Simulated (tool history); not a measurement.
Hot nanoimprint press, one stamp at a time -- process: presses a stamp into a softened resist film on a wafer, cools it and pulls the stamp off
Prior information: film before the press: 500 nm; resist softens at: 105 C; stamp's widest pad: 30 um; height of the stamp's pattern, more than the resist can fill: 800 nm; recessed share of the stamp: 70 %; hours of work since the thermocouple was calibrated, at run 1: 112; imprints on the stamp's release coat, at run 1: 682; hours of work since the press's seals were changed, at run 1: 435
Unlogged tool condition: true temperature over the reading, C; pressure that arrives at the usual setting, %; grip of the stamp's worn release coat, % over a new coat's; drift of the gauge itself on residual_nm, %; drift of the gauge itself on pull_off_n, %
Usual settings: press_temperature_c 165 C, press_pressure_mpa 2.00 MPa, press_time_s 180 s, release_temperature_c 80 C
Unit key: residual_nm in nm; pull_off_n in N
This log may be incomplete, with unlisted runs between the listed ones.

run   hour  press_temperature_c  press_pressure_mpa  press_time_s  release_temperature_c  hours of work since the thermocouple was calibrated  imprints on the stamp's release coat  hours of work since the press's seals were changed  residual_nm  pull_off_n
  1    0.0                  165                2.00           180                     80                                                  112                                   682                                                 435        252.9         242
      12.1  -- stamp cleaned and given a new release coat
  2   44.6                  165                2.00            94                     80                                                  135                                   150                                                 458        307.9         212
  3   70.3                  154                2.00           180                     80                                                  151                                   268                                                 473        341.8         218
  4  112.4                  154                2.00           180                     80                                                  176                                   462                                                 498        341.8         226
  5  150.8                  154                2.00           180                     80                                                  199                                   638                                                 521        343.0         232
     173.7  -- stamp cleaned and given a new release coat
  6  200.1                  154                2.00           180                     80                                                  225                                   121                                                 547        342.2         212
  7  228.2                  165                3.13           180                     86                                                  242                                   250                                                 564        200.7         178
  8  250.7                  173                1.40           111                     81                                                  255                                   353                                                 578        278.2         213
     256.4  -- plate thermocouple calibrated
  9  284.2                  173                1.40           111                     81                                                   17                                   494                                                 596        275.2         218
 10  312.5                  165                2.00           180                     79                                                   34                                   624                                                 613        246.8         237
     340.0  -- stamp cleaned and given a new release coat
 11  360.7                  160                2.00           180                     70                                                   59                                    95                                                 638        284.3         269

A few steps of residual_nm between consecutive runs. Split each: what settings, incoming material and random variation would produce without the hidden state, and what is left over for the hidden state, along with gauge scatter present in only one of the two compared results (measured, and without hidden state):
Run 6 -> 7: press_temperature_c 154 -> 165, press_pressure_mpa 2.00 -> 3.13, release_temperature_c 80 -> 86. residual_nm -141.5 nm: hidden state +2.9, all else -144.4.
Run 7 -> 8: press_temperature_c 165 -> 173, press_pressure_mpa 3.13 -> 1.40, press_time_s 180 -> 111, release_temperature_c 86 -> 81. residual_nm +77.5 nm: hidden state -3.8, all else +81.3.

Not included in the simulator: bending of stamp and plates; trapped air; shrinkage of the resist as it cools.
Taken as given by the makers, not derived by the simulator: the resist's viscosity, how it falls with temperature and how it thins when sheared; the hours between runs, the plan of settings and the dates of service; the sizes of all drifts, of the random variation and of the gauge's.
